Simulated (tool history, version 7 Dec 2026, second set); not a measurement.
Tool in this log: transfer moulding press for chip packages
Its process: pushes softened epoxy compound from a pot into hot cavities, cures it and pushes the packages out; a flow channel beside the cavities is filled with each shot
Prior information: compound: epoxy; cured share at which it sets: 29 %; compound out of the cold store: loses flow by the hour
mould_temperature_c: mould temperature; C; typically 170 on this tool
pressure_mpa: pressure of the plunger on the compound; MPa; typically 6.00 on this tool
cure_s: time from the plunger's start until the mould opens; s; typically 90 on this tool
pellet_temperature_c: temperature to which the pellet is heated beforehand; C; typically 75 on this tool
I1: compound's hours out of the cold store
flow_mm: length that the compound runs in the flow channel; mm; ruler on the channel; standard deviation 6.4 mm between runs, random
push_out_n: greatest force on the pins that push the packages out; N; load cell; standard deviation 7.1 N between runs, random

Run 1, hour 0.0: usual settings; I1 43.5. Result: flow_mm 602 mm, push_out_n 282 N.
Run 2, hour 58.8: usual settings but pellet_temperature_c 74 C; I1 25.3. Result: flow_mm 658 mm, push_out_n 426 N.
At hour 135.0: cavities cleaned with cleaning compound and waxed.
Run 3, hour 135.0: usual settings but mould_temperature_c 178 C; I1 26.7. Result: flow_mm 607 mm, push_out_n 262 N.
Run 4, hour 180.0: usual settings; I1 45.1. Result: flow_mm 581 mm, push_out_n 381 N.
Run 5, hour 242.4: usual settings but mould_temperature_c 169 C; I1 43.2. Result: flow_mm 590 mm, push_out_n 478 N.
At hour 250.5: mould's thermocouples calibrated.
At hour 277.2: cavities cleaned with cleaning compound and waxed.
Run 6, hour 310.5: usual settings but pellet_temperature_c 80 C; I1 8.1. Result: flow_mm 665 mm, push_out_n 373 N.
Run 7, hour 379.6: usual settings but pressure_mpa 7.07 MPa; I1 25.5. Result: flow_mm 664 mm, push_out_n 460 N.
At hour 415.0: cavities cleaned with cleaning compound and waxed.
Run 8, hour 441.7: usual settings but pressure_mpa 7.07 MPa; I1 44.3. Result: flow_mm 603 mm, push_out_n 363 N.
At hour 477.0: mould's thermocouples calibrated, once more.
At hour 491.8: plunger's sealing rings changed.
Run 9, hour 496.2: usual settings but pressure_mpa 7.07 MPa; I1 20.8. Result: flow_mm 749 mm, push_out_n 431 N.
Run 10, hour 539.1: usual settings but pressure_mpa 7.07 MPa; I1 20.2. Result: flow_mm 744 mm, push_out_n 489 N.
At hour 559.6: cavities cleaned with cleaning compound and waxed.
Run 11, hour 600.9: usual settings but mould_temperature_c 168 C, pressure_mpa 6.10 MPa, pellet_temperature_c 77 C; I1 36.9. Result: flow_mm 661 mm, push_out_n 396 N.
Run 12, hour 649.9: usual settings but mould_temperature_c 168 C, pressure_mpa 6.10 MPa, cure_s 124 s, pellet_temperature_c 85 C; I1 12.4. Result: flow_mm 710 mm, push_out_n 403 N.
At hour 699.3: cavities cleaned with cleaning compound and waxed.
Run 13, hour 708.3: usual settings but mould_temperature_c 168 C, pressure_mpa 6.10 MPa, cure_s 124 s, pellet_temperature_c 85 C; I1 18.3. Result: flow_mm 684 mm, push_out_n 289 N.
Run 14, hour 755.2: usual settings but pressure_mpa 6.02 MPa, pellet_temperature_c 82 C; I1 28.5. Result: flow_mm 648 mm, push_out_n 419 N.

Each row is a separate what-if for the run after 14, all from the same tool condition, not one after another. Results?
Run A, hour 830.6: usual settings but mould_temperature_c 168 C, pressure_mpa 6.02 MPa, cure_s 78 s, pellet_temperature_c 66 C; I1 27.0. Result: flow_mm ?, push_out_n ?.
Run B, hour 830.6: usual settings but pressure_mpa 4.73 MPa, pellet_temperature_c 82 C; I1 21.1. Result: flow_mm ?, push_out_n ?.
Run C, hour 830.6: usual settings but pressure_mpa 6.02 MPa, pellet_temperature_c 73 C; I1 44.3. Result: flow_mm ?, push_out_n ?.

run  flow_mm  push_out_n
  A      642         660
  B      575         480
  C      596         459
What these runs would have given with no unlogged condition in the tool:
run  flow_mm  push_out_n
  A      678         400
  B      607         286
  C      629         274

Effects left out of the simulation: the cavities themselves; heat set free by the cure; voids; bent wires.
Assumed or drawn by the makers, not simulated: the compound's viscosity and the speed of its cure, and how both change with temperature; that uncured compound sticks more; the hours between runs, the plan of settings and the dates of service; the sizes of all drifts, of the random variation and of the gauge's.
